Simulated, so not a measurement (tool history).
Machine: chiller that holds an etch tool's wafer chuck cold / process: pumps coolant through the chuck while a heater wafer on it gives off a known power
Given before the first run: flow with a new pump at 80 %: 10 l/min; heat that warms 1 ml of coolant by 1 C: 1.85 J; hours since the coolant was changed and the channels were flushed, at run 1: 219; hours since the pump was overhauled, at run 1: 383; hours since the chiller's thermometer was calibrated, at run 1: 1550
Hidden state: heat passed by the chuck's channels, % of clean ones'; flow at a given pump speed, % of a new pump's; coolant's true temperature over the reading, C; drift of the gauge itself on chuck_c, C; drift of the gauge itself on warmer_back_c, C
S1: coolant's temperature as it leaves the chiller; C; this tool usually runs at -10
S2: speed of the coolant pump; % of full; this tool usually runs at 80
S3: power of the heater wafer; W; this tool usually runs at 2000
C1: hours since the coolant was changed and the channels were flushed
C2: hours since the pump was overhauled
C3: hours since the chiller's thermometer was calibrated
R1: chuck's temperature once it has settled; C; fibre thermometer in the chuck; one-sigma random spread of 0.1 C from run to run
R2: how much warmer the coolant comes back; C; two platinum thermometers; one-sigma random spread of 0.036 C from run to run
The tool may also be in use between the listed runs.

run	hour	S1	S2	S3	C1	C2	C3	R1	R2
1	0.0	-10	80	2000	219	383	1550	3.9	6.55
2	22.0	-10	80	2000	241	405	1572	3.9	6.48
3	42.4	-10	80	2000	261	426	1593	4.0	6.52
4	71.6	-10	80	2000	290	455	1622	4.1	6.54
5	104.6	-10	80	2000	323	488	1655	3.9	6.54
6	140.4	-10	93	1094	359	524	1691	-3.1	3.08
7	164.6	-10	93	1094	383	548	1715	-3.1	2.97
8	202.3	-3	63	2220	421	586	1752	16.3	9.52
9	235.8	-3	63	2220	454	619	1786	16.2	9.48
10	256.4	-19	64	2639	475	640	1807	3.4	11.10

What if the next run were any one of these 4? Each begins from the tool's condition after run 10:
A	290.5	-14	94	2639	509	674	1841	?	?
B	290.5	-10	80	2000	509	674	1841	?	?
C	290.5	-19	73	1143	509	674	1841	?	?
D	290.5	-19	94	2639	509	674	1841	?	?

run	R1	R2
A	2.4	7.29
B	4.2	6.61
C	-9.8	4.23
D	-2.9	7.24
What these runs would have given with no unlogged condition in the tool:
run	R1	R2
A	1.7	7.22
B	3.5	6.54
C	-10.4	4.18
D	-3.6	7.16

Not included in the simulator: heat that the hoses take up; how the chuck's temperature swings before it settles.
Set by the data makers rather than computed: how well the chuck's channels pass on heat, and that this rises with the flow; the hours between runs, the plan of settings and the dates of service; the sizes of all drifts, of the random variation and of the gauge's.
